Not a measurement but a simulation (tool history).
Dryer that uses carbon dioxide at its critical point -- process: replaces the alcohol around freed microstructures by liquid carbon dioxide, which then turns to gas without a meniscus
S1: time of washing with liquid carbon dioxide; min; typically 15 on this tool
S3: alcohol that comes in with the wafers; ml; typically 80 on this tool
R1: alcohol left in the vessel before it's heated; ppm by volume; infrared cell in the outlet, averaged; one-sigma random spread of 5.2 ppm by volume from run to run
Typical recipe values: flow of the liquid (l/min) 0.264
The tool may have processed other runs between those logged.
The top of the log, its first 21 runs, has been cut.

run 22 hour=446.7 | S1=15 flow_of_the_liquid_(l/min)=0.264 S3=80 | R1=198
run 23 hour=467.5 | S1=15 flow_of_the_liquid_(l/min)=0.264 S3=80 | R1=195
run 24 hour=491.9 | S1=15 flow_of_the_liquid_(l/min)=0.438 S3=63 | R1=91
run 25 hour=515.7 | S1=16 flow_of_the_liquid_(l/min)=0.181 S3=80 | R1=921
run 26 hour=528.0 | S1=16 flow_of_the_liquid_(l/min)=0.264 S3=47 | R1=144
run 27 hour=548.9 | S1=15 flow_of_the_liquid_(l/min)=0.425 S3=80 | R1=103
run 28 hour=567.2 | S1=15 flow_of_the_liquid_(l/min)=0.295 S3=80 | R1=153
run 29 hour=587.2 | S1=15 flow_of_the_liquid_(l/min)=0.403 S3=93 | R1=109
run 30 hour=601.3 | S1=20 flow_of_the_liquid_(l/min)=0.258 S3=93 | R1=116
run 31 hour=628.0 | S1=22 flow_of_the_liquid_(l/min)=0.259 S3=58 | R1=117
run 32 hour=648.5 | S1=22 flow_of_the_liquid_(l/min)=0.259 S3=58 | R1=117
run 33 hour=662.7 | S1=10 flow_of_the_liquid_(l/min)=0.264 S3=58 | R1=1255
run 34 hour=690.7 | S1=10 flow_of_the_liquid_(l/min)=0.264 S3=58 | R1=1248
run 35 hour=703.4 | S1=10 flow_of_the_liquid_(l/min)=0.264 S3=58 | R1=1298
run 36 hour=722.3 | S1=10 flow_of_the_liquid_(l/min)=0.264 S3=58 | R1=1334
run 37 hour=746.7 | S1=15 flow_of_the_liquid_(l/min)=0.208 S3=100 | R1=1095
run 38 hour=759.7 | S1=17 flow_of_the_liquid_(l/min)=0.323 S3=26 | R1=123
-- hour=770.4 inlet filter changed
run 39 hour=786.5 | S1=15 flow_of_the_liquid_(l/min)=0.222 S3=82 | R1=418
run 40 hour=800.1 | S1=15 flow_of_the_liquid_(l/min)=0.222 S3=82 | R1=407
run 41 hour=813.9 | S1=9 flow_of_the_liquid_(l/min)=0.192 S3=69 | R1=5452
run 42 hour=837.9 | S1=11 flow_of_the_liquid_(l/min)=0.258 S3=23 | R1=343
run 43 hour=864.0 | S1=12 flow_of_the_liquid_(l/min)=0.249 S3=80 | R1=718
run 44 hour=879.2 | S1=12 flow_of_the_liquid_(l/min)=0.249 S3=80 | R1=736
run 45 hour=897.1 | S1=12 flow_of_the_liquid_(l/min)=0.273 S3=72 | R1=453
run 46 hour=917.4 | S1=14 flow_of_the_liquid_(l/min)=0.383 S3=60 | R1=138

Below are 4 alternative next runs, each starting from the tool's condition after run 46. Predict each:
run A hour=945.6 | S1=23 flow_of_the_liquid_(l/min)=0.183 S3=108 | R1=?
run B hour=945.6 | S1=14 flow_of_the_liquid_(l/min)=0.383 S3=60 | R1=?
run C hour=945.6 | S1=15 flow_of_the_liquid_(l/min)=0.178 S3=33 | R1=?
run D hour=945.6 | S1=15 flow_of_the_liquid_(l/min)=0.240 S3=58 | R1=?

run=A R1=231
run=B R1=127
run=C R1=629
run=D R1=286
Take away the tool's hidden state, keep each run's random variation, and the runs would have read:
run=A R1=75
run=B R1=0
run=C R1=399
run=D R1=119
